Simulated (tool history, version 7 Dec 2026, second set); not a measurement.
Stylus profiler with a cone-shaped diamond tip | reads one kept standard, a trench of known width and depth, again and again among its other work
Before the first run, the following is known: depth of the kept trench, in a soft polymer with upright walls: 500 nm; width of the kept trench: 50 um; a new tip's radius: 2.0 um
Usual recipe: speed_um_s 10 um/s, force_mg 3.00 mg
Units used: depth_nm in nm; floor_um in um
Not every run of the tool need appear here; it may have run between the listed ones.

{"run": 1, "hour": 0.0, "speed_um_s": 10, "force_mg": 3.0, "depth_nm": 505.56, "floor_um": 45.19}
{"run": 2, "hour": 102.5, "speed_um_s": 10, "force_mg": 2.43, "depth_nm": 504.57, "floor_um": 45.01}
{"run": 3, "hour": 193.5, "speed_um_s": 10, "force_mg": 2.43, "depth_nm": 504.53, "floor_um": 45.02}
{"run": 4, "hour": 261.5, "speed_um_s": 10, "force_mg": 3.0, "depth_nm": 505.7, "floor_um": 44.97}
{"run": 5, "hour": 324.3, "speed_um_s": 5, "force_mg": 3.0, "depth_nm": 505.39, "floor_um": 44.95}
{"hour": 415.3, "done": "new tip fitted, height scale calibrated"}
{"run": 6, "hour": 421.3, "speed_um_s": 10, "force_mg": 3.0, "depth_nm": 506.14, "floor_um": 47.28}
{"run": 7, "hour": 499.2, "speed_um_s": 10, "force_mg": 3.0, "depth_nm": 505.95, "floor_um": 47.16}
{"run": 8, "hour": 570.6, "speed_um_s": 10, "force_mg": 3.0, "depth_nm": 505.75, "floor_um": 47.12}
{"run": 9, "hour": 683.1, "speed_um_s": 10, "force_mg": 3.0, "depth_nm": 505.75, "floor_um": 46.93}
{"run": 10, "hour": 805.2, "speed_um_s": 10, "force_mg": 3.0, "depth_nm": 505.35, "floor_um": 46.94}
{"run": 11, "hour": 904.7, "speed_um_s": 13, "force_mg": 3.0, "depth_nm": 505.22, "floor_um": 46.87}
{"run": 12, "hour": 1020.6, "speed_um_s": 5, "force_mg": 3.0, "depth_nm": 505.31, "floor_um": 46.76}
{"run": 13, "hour": 1136.6, "speed_um_s": 5, "force_mg": 3.0, "depth_nm": 505.1, "floor_um": 46.68}
{"run": 14, "hour": 1255.2, "speed_um_s": 5, "force_mg": 3.0, "depth_nm": 504.89, "floor_um": 46.58}
{"run": 15, "hour": 1351.4, "speed_um_s": 2, "force_mg": 3.0, "depth_nm": 504.95, "floor_um": 46.57}
{"run": 16, "hour": 1409.2, "speed_um_s": 2, "force_mg": 3.0, "depth_nm": 504.82, "floor_um": 46.48}
{"run": 17, "hour": 1520.9, "speed_um_s": 2, "force_mg": 3.0, "depth_nm": 504.69, "floor_um": 46.43}
{"run": 18, "hour": 1649.4, "speed_um_s": 9, "force_mg": 1.82, "depth_nm": 502.83, "floor_um": 46.32}
{"hour": 1659.4, "done": "height scale calibrated on a step standard"}
{"run": 19, "hour": 1786.1, "speed_um_s": 35, "force_mg": 3.0, "depth_nm": 504.15, "floor_um": 46.13}
{"run": 20, "hour": 1916.1, "speed_um_s": 3, "force_mg": 1.61, "depth_nm": 502.02, "floor_um": 46.12}
{"hour": 1925.4, "done": "height scale calibrated on a step standard, once more"}
{"run": 21, "hour": 2037.6, "speed_um_s": 12, "force_mg": 3.36, "depth_nm": 506.12, "floor_um": 46.06}
{"run": 22, "hour": 2170.1, "speed_um_s": 2, "force_mg": 1.17, "depth_nm": 502.85, "floor_um": 45.98}
{"run": 23, "hour": 2256.8, "speed_um_s": 35, "force_mg": 1.84, "depth_nm": 503.79, "floor_um": 45.84}
{"run": 24, "hour": 2392.9, "speed_um_s": 8, "force_mg": 1.15, "depth_nm": 502.32, "floor_um": 45.81}
{"run": 25, "hour": 2477.6, "speed_um_s": 8, "force_mg": 1.15, "depth_nm": 502.35, "floor_um": 45.71}
{"run": 26, "hour": 2551.6, "speed_um_s": 14, "force_mg": 6.63, "depth_nm": 509.51, "floor_um": 45.71}
{"run": 27, "hour": 2660.3, "speed_um_s": 3, "force_mg": 3.0, "depth_nm": 504.98, "floor_um": 45.6}
{"run": 28, "hour": 2735.3, "speed_um_s": 3, "force_mg": 3.0, "depth_nm": 504.94, "floor_um": 45.67}

Consider 4 possible next runs. They are alternatives, not a sequence: every one starts from the tool as it was left by run 28. What does each give?
{"run": "A", "hour": 2868.8, "speed_um_s": 10, "force_mg": 1.84, "depth_nm": "?", "floor_um": "?"}
{"run": "B", "hour": 2868.8, "speed_um_s": 22, "force_mg": 3.0, "depth_nm": "?", "floor_um": "?"}
{"run": "C", "hour": 2868.8, "speed_um_s": 35, "force_mg": 3.0, "depth_nm": "?", "floor_um": "?"}
{"run": "D", "hour": 2868.8, "speed_um_s": 26, "force_mg": 2.34, "depth_nm": "?", "floor_um": "?"}

run=A depth_nm=503.09 floor_um=45.50
run=B depth_nm=504.64 floor_um=45.46
run=C depth_nm=504.63 floor_um=45.51
run=D depth_nm=503.87 floor_um=45.44
With the hidden condition removed and each run's random variation left untouched, the same runs would have given:
run=A depth_nm=504.33 floor_um=47.28
run=B depth_nm=505.88 floor_um=47.24
run=C depth_nm=505.87 floor_um=47.29
run=D depth_nm=505.11 floor_um=47.22

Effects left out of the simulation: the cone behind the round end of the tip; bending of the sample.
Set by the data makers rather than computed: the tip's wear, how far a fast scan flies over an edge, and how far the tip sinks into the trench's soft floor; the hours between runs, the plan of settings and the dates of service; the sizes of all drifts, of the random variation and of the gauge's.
